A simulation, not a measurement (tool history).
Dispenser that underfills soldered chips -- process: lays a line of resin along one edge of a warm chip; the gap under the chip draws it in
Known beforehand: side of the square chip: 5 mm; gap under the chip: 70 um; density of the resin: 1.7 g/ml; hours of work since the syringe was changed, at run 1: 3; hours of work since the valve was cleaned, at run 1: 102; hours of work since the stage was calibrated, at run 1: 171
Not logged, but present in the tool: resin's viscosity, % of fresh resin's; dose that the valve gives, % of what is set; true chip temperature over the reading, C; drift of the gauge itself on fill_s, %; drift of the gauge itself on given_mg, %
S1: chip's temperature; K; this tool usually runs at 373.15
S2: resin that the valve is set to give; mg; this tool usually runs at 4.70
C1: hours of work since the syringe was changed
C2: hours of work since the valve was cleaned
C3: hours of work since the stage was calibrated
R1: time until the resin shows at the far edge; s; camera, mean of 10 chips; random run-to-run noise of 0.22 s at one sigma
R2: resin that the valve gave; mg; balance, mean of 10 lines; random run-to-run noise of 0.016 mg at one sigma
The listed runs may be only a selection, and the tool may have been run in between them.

Run 1, hour 0.0: usual settings; C1 3; C2 102; C3 171. Result: R1 8.0 s, R2 4.41 mg.
Run 2, hour 6.1: usual settings but S2 4.44 mg; C1 7; C2 107; C3 175. Result: R1 10.1 s, R2 4.17 mg.
At hour 9.9: new syringe of resin.
Run 3, hour 10.4: usual settings; C1 0; C2 109; C3 178. Result: R1 7.0 s, R2 4.39 mg.
Run 4, hour 14.7: usual settings; C1 3; C2 112; C3 181. Result: R1 8.0 s, R2 4.40 mg.
Run 5, hour 20.5: usual settings; C1 7; C2 116; C3 185. Result: R1 9.6 s, R2 4.38 mg.
At hour 24.6: new syringe of resin.
Run 6, hour 24.6: usual settings; C1 0; C2 119; C3 187. Result: R1 7.1 s, R2 4.36 mg.
At hour 30.1: dispensing valve cleaned and set on the balance.
Run 7, hour 31.6: usual settings but S2 5.67 mg; C1 4; C2 1; C3 191. Result: R1 8.1 s, R2 5.63 mg.
Run 8, hour 35.8: usual settings but S1 379.15 K; C1 7; C2 4; C3 194. Result: R1 7.7 s, R2 4.70 mg.
At hour 40.4: new syringe of resin.
Run 9, hour 41.8: usual settings but S1 370.15 K; C1 1; C2 8; C3 198. Result: R1 8.0 s, R2 4.66 mg.
Run 10, hour 46.5: usual settings but S1 370.15 K; C1 4; C2 11; C3 201. Result: R1 9.4 s, R2 4.67 mg.
Run 11, hour 50.8: usual settings but S1 370.15 K; C1 7; C2 14; C3 204. Result: R1 10.2 s, R2 4.64 mg.
At hour 55.0: new syringe of resin.
Run 12, hour 55.7: usual settings but S1 370.15 K; C1 1; C2 17; C3 207. Result: R1 8.2 s, R2 4.65 mg.
Run 13, hour 58.8: usual settings but S1 370.15 K; C1 3; C2 19; C3 209. Result: R1 8.7 s, R2 4.66 mg.
Run 14, hour 61.4: usual settings but S1 370.15 K, S2 5.17 mg; C1 4; C2 21; C3 211. Result: R1 9.3 s, R2 5.10 mg.
Run 15, hour 66.2: usual settings but S1 370.15 K, S2 5.17 mg; C1 8; C2 24; C3 214. Result: R1 11.3 s, R2 5.10 mg.
Run 16, hour 68.8: usual settings but S2 5.17 mg; C1 9; C2 26; C3 216. Result: R1 10.4 s, R2 5.09 mg.
At hour 69.9: new syringe of resin.
Run 17, hour 72.9: usual settings but S2 5.17 mg; C1 2; C2 28; C3 219. Result: R1 7.4 s, R2 5.06 mg.
Run 18, hour 76.0: usual settings but S2 5.17 mg; C1 4; C2 31; C3 221. Result: R1 8.0 s, R2 5.06 mg.
Run 19, hour 78.7: usual settings but S2 5.17 mg; C1 6; C2 32; C3 223. Result: R1 8.5 s, R2 5.06 mg.
Run 20, hour 81.7: usual settings but S2 5.17 mg; C1 8; C2 34; C3 225. Result: R1 9.5 s, R2 5.05 mg.
At hour 84.5: new syringe of resin.
Run 21, hour 85.5: usual settings but S1 387.15 K, S2 5.96 mg; C1 1; C2 37; C3 227. Result: R1 4.2 s, R2 5.84 mg.
Run 22, hour 91.5: usual settings but S1 382.15 K, S2 4.68 mg; C1 5; C2 41; C3 231. Result: R1 6.1 s, R2 4.58 mg.
Run 23, hour 96.1: usual settings but S1 382.15 K, S2 4.68 mg; C1 8; C2 44; C3 234. Result: R1 7.0 s, R2 4.53 mg.
At hour 99.4: new syringe of resin.
Run 24, hour 99.4: usual settings but S1 377.15 K, S2 5.04 mg; C1 0; C2 46; C3 236. Result: R1 5.9 s, R2 4.91 mg.
Run 25, hour 105.1: usual settings but S1 376.15 K, S2 5.59 mg; C1 4; C2 50; C3 240. Result: R1 7.4 s, R2 5.43 mg.
Run 26, hour 110.9: usual settings but S1 378.15 K, S2 5.60 mg; C1 8; C2 54; C3 244. Result: R1 7.6 s, R2 5.41 mg.
At hour 114.2: new syringe of resin.
Run 27, hour 117.3: usual settings but S1 378.15 K, S2 5.60 mg; C1 2; C2 58; C3 248. Result: R1 6.2 s, R2 5.39 mg.
Run 28, hour 121.5: usual settings but S1 368.15 K, S2 5.95 mg; C1 5; C2 61; C3 251. Result: R1 10.2 s, R2 5.72 mg.
Run 29, hour 126.8: usual settings but S1 374.15 K, S2 4.53 mg; C1 9; C2 64; C3 255. Result: R1 9.3 s, R2 4.35 mg.
At hour 128.9: new syringe of resin.
Run 30, hour 131.3: usual settings but S1 363.15 K, S2 4.24 mg; C1 2; C2 67; C3 258. Result: R1 10.5 s, R2 4.09 mg.
Run 31, hour 136.4: usual settings but S2 4.96 mg; C1 5; C2 71; C3 261. Result: R1 8.5 s, R2 4.75 mg.
Run 32, hour 142.3: usual settings but S2 4.96 mg; C1 9; C2 75; C3 265. Result: R1 10.0 s, R2 4.75 mg.
At hour 143.7: new syringe of resin.
Run 33, hour 148.6: usual settings but S1 372.15 K, S2 4.71 mg; C1 3; C2 79; C3 269. Result: R1 8.0 s, R2 4.46 mg.
Run 34, hour 152.0: usual settings but S1 375.15 K, S2 4.40 mg; C1 6; C2 81; C3 271. Result: R1 8.1 s, R2 4.17 mg.
Run 35, hour 157.1: usual settings but S1 368.15 K, S2 4.36 mg; C1 9; C2 85; C3 275. Result: R1 12.4 s, R2 4.14 mg.
At hour 158.3: new syringe of resin.
Run 36, hour 163.1: usual settings but S1 372.15 K, S2 4.40 mg; C1 3; C2 88; C3 279. Result: R1 8.5 s, R2 4.16 mg.
Run 37, hour 168.2: usual settings but S1 372.15 K, S2 4.40 mg; C1 7; C2 92; C3 282. Result: R1 10.1 s, R2 4.19 mg.

What if the next run were any one of these 3? Each begins from the tool's condition after run 37:
Run A, hour 171.2: usual settings but S1 372.15 K, S2 5.03 mg; C1 9; C2 94; C3 284. Result: R1 ?, R2 ?.
Run B, hour 171.2: usual settings but S1 387.15 K, S2 5.70 mg; C1 9; C2 94; C3 284. Result: R1 ?, R2 ?.
Run C, hour 171.2: usual settings but S1 381.15 K, S2 5.59 mg; C1 9; C2 94; C3 284. Result: R1 ?, R2 ?.

run    R1    R2
  A  10.5  4.76
  B   5.6  5.40
  C   7.6  5.29
Take away the tool's hidden state, keep each run's random variation, and the runs would have read:
run   R1    R2
  A  7.6  5.03
  B  4.0  5.71
  C  5.6  5.59
